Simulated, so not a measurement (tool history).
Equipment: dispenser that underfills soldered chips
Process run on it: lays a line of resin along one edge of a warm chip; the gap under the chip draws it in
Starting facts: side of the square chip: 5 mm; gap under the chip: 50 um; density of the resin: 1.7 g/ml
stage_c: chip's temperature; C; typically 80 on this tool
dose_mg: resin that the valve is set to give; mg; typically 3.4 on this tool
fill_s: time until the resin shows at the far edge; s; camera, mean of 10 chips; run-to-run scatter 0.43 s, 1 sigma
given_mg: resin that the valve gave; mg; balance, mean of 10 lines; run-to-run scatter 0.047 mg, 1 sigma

{"run": 1, "hour": 0.0, "stage_c": 80, "dose_mg": 3.4, "fill_s": 43.4, "given_mg": 3.04}
{"hour": 3.4, "done": "new syringe of resin"}
{"run": 2, "hour": 11.8, "stage_c": 80, "dose_mg": 3.4, "fill_s": 42.5, "given_mg": 2.95}
{"hour": 15.9, "done": "new syringe of resin"}
{"run": 3, "hour": 23.1, "stage_c": 80, "dose_mg": 3.4, "fill_s": 39.6, "given_mg": 3.03}
{"hour": 28.3, "done": "new syringe of resin"}
{"run": 4, "hour": 28.3, "stage_c": 71, "dose_mg": 3.4, "fill_s": 47.9, "given_mg": 2.98}
{"run": 5, "hour": 35.2, "stage_c": 71, "dose_mg": 3.4, "fill_s": 61.5, "given_mg": 3.01}
{"hour": 41.4, "done": "new syringe of resin"}
{"run": 6, "hour": 42.5, "stage_c": 71, "dose_mg": 3.4, "fill_s": 48.7, "given_mg": 2.91}
{"hour": 50.1, "done": "dispensing valve cleaned and set on the balance"}
{"run": 7, "hour": 50.3, "stage_c": 71, "dose_mg": 3.4, "fill_s": 61.3, "given_mg": 3.41}
{"hour": 55.8, "done": "new syringe of resin"}
{"run": 8, "hour": 61.2, "stage_c": 71, "dose_mg": 3.4, "fill_s": 55, "given_mg": 3.39}
{"hour": 68.2, "done": "new syringe of resin"}
{"run": 9, "hour": 72.7, "stage_c": 71, "dose_mg": 3.4, "fill_s": 54, "given_mg": 3.35}
{"hour": 80.9, "done": "new syringe of resin"}
{"run": 10, "hour": 81.2, "stage_c": 80, "dose_mg": 3.36, "fill_s": 30.2, "given_mg": 3.33}
{"run": 11, "hour": 88.6, "stage_c": 80, "dose_mg": 3.36, "fill_s": 40.4, "given_mg": 3.33}
{"hour": 94.0, "done": "new syringe of resin"}
{"run": 12, "hour": 100.0, "stage_c": 93, "dose_mg": 3.36, "fill_s": 20.9, "given_mg": 3.25}
{"hour": 106.9, "done": "new syringe of resin"}
{"run": 13, "hour": 109.9, "stage_c": 70, "dose_mg": 4.22, "fill_s": 52.2, "given_mg": 4.13}
{"hour": 119.8, "done": "new syringe of resin"}
{"run": 14, "hour": 120.4, "stage_c": 78, "dose_mg": 3.41, "fill_s": 32.9, "given_mg": 3.27}
{"run": 15, "hour": 125.9, "stage_c": 78, "dose_mg": 3.63, "fill_s": 40.1, "given_mg": 3.38}
{"run": 16, "hour": 131.3, "stage_c": 70, "dose_mg": 3.4, "fill_s": 72.8, "given_mg": 3.28}
{"hour": 132.4, "done": "new syringe of resin"}
{"run": 17, "hour": 138.9, "stage_c": 70, "dose_mg": 3.4, "fill_s": 59.9, "given_mg": 3.2}
{"hour": 145.0, "done": "new syringe of resin"}
{"run": 18, "hour": 150.6, "stage_c": 75, "dose_mg": 3.4, "fill_s": 45.2, "given_mg": 3.25}
{"hour": 157.8, "done": "new syringe of resin"}
{"run": 19, "hour": 159.7, "stage_c": 93, "dose_mg": 3.11, "fill_s": 18.3, "given_mg": 2.85}
{"run": 20, "hour": 169.3, "stage_c": 72, "dose_mg": 4.29, "fill_s": 64.5, "given_mg": 3.96}
{"hour": 170.3, "done": "new syringe of resin"}
{"run": 21, "hour": 178.9, "stage_c": 83, "dose_mg": 4.21, "fill_s": 36.3, "given_mg": 3.85}
{"hour": 182.7, "done": "new syringe of resin"}
{"run": 22, "hour": 189.5, "stage_c": 76, "dose_mg": 4.32, "fill_s": 44.5, "given_mg": 3.93}
{"hour": 195.7, "done": "new syringe of resin"}
{"run": 23, "hour": 195.7, "stage_c": 88, "dose_mg": 3.46, "fill_s": 20.6, "given_mg": 3.07}

Selected run-to-run steps in fill_s, each split into two signed amounts: the part the tool would show with no hidden state at all (from settings, incoming material and random variation), and the remainder, which goes to the hidden state together with any gauge scatter not common to the measured and the hidden-state-free results:
Hidden state present: resin's viscosity, % of fresh resin's; dose that the valve gives, % of what is set; true chip temperature over the reading, C; drift of the gauge itself on fill_s, %; drift of the gauge itself on given_mg, %.
Run 15 -> 16: stage_c 78 -> 70, dose_mg 3.63 -> 3.4. fill_s +32.7 s: hidden state +16.2, all else +16.5.
Run 19 -> 20: stage_c 93 -> 72, dose_mg 3.11 -> 4.29. fill_s +46.2 s: hidden state +19.3, all else +26.9.

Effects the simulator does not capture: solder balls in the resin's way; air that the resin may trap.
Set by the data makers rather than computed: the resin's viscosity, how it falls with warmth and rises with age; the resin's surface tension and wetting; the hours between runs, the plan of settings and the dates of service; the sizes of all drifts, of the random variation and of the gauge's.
